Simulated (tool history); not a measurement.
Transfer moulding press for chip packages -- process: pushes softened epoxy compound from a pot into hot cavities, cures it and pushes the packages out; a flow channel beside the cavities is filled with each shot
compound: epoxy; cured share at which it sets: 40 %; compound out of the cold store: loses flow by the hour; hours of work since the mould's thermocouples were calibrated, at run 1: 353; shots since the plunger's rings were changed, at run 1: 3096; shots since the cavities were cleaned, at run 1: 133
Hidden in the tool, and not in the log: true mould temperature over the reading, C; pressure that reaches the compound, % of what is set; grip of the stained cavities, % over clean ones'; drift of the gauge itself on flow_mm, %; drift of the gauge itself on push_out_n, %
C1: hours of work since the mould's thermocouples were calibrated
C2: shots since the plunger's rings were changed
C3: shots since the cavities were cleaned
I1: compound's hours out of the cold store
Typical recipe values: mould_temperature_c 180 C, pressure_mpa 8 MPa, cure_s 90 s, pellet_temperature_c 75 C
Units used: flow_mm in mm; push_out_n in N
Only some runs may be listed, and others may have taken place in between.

Run 1, hour 0: usual settings; C1 353; C2 3096; C3 133; I1 23.5. Result: flow_mm 553 mm, push_out_n 538 N.
At hour 24.8: cavities cleaned with cleaning compound and waxed.
Run 2, hour 29.1: usual settings; C1 371; C2 3473; C3 59; I1 13.4. Result: flow_mm 567 mm, push_out_n 493 N.
At hour 57.9: cavities cleaned with cleaning compound and waxed.
Run 3, hour 58.3: usual settings; C1 388; C2 3850; C3 5; I1 34. Result: flow_mm 526 mm, push_out_n 468 N.
At hour 92.5: cavities cleaned with cleaning compound and waxed.
At hour 118.4: plunger's sealing rings changed.
Run 4, hour 118.8: usual settings; C1 423; C2 5; C3 325; I1 11.6. Result: flow_mm 609 mm, push_out_n 679 N.
At hour 127.7: cavities cleaned with cleaning compound and waxed.
At hour 162.7: cavities cleaned with cleaning compound and waxed.
Run 5, hour 169.2: usual settings; C1 452; C2 652; C3 89; I1 11.5. Result: flow_mm 602 mm, push_out_n 535 N.
At hour 198.1: cavities cleaned with cleaning compound and waxed.
Run 6, hour 200.1: usual settings; C1 471; C2 1053; C3 28; I1 20.6. Result: flow_mm 581 mm, push_out_n 504 N.
At hour 231.4: cavities cleaned with cleaning compound and waxed.
Run 7, hour 232.3: usual settings but pressure_mpa 7.27 MPa; C1 490; C2 1472; C3 12; I1 39.4. Result: flow_mm 505 mm, push_out_n 460 N.
At hour 267.3: cavities cleaned with cleaning compound and waxed.
Run 8, hour 286: usual settings but pressure_mpa 9.21 MPa, pellet_temperature_c 84 C; C1 522; C2 2184; C3 256; I1 15.4. Result: flow_mm 618 mm, push_out_n 628 N.
At hour 291.7: mould's thermocouples calibrated.
At hour 306: cavities cleaned with cleaning compound and waxed.
Run 9, hour 324.7: usual settings but pressure_mpa 9.21 MPa, pellet_temperature_c 84 C; C1 20; C2 2664; C3 256; I1 41.7. Result: flow_mm 548 mm, push_out_n 577 N.
At hour 343: cavities cleaned with cleaning compound and waxed.
Run 10, hour 350: usual settings but pressure_mpa 6.17 MPa, cure_s 117 s; C1 34; C2 2989; C3 96; I1 35.4. Result: flow_mm 463 mm, push_out_n 443 N.
At hour 377.2: cavities cleaned with cleaning compound and waxed.
Run 11, hour 394.2: usual settings but pressure_mpa 6.17 MPa, cure_s 117 s; C1 61; C2 3572; C3 232; I1 16. Result: flow_mm 494 mm, push_out_n 509 N.
At hour 412.6: cavities cleaned with cleaning compound and waxed.
At hour 446: cavities cleaned with cleaning compound and waxed.
Run 12, hour 446.4: usual settings but pellet_temperature_c 66 C; C1 92; C2 4243; C3 6; I1 28.4. Result: flow_mm 528 mm, push_out_n 471 N.
At hour 472.6: plunger's sealing rings changed.
At hour 481.8: cavities cleaned with cleaning compound and waxed.
Run 13, hour 486.2: usual settings but pressure_mpa 7.22 MPa, cure_s 102 s, pellet_temperature_c 82 C; C1 114; C2 165; C3 60; I1 11.7. Result: flow_mm 586 mm, push_out_n 436 N.

What if the next run were any one of these 5? Each begins from the tool's condition after run 13:
At hour 517.2: cavities cleaned with cleaning compound and waxed.
Run A, hour 521.9: usual settings but pressure_mpa 7.04 MPa; C1 135; C2 631; C3 63; I1 20. Result: flow_mm ?, push_out_n ?.
At hour 517.2: cavities cleaned with cleaning compound and waxed.
Run B, hour 521.9: usual settings but mould_temperature_c 181 C, pressure_mpa 7.22 MPa, cure_s 112 s, pellet_temperature_c 82 C; C1 135; C2 631; C3 63; I1 29.3. Result: flow_mm ?, push_out_n ?.
At hour 517.2: cavities cleaned with cleaning compound and waxed.
Run C, hour 521.9: usual settings but pellet_temperature_c 83 C; C1 135; C2 631; C3 63; I1 23.8. Result: flow_mm ?, push_out_n ?.
At hour 517.2: cavities cleaned with cleaning compound and waxed.
Run D, hour 521.9: usual settings but mould_temperature_c 178 C, pressure_mpa 6.95 MPa; C1 135; C2 631; C3 63; I1 40.3. Result: flow_mm ?, push_out_n ?.
At hour 517.2: cavities cleaned with cleaning compound and waxed.
Run E, hour 521.9: usual settings but pressure_mpa 7.22 MPa, cure_s 91 s, pellet_temperature_c 67 C; C1 135; C2 631; C3 63; I1 30. Result: flow_mm ?, push_out_n ?.

run  flow_mm  push_out_n
  A      548         519
  B      526         396
  C      566         467
  D      494         523
  E      525         488
Without the tool's hidden state the same runs would have given:
run  flow_mm  push_out_n
  A      553         467
  B      531         360
  C      571         420
  D      499         470
  E      530         439
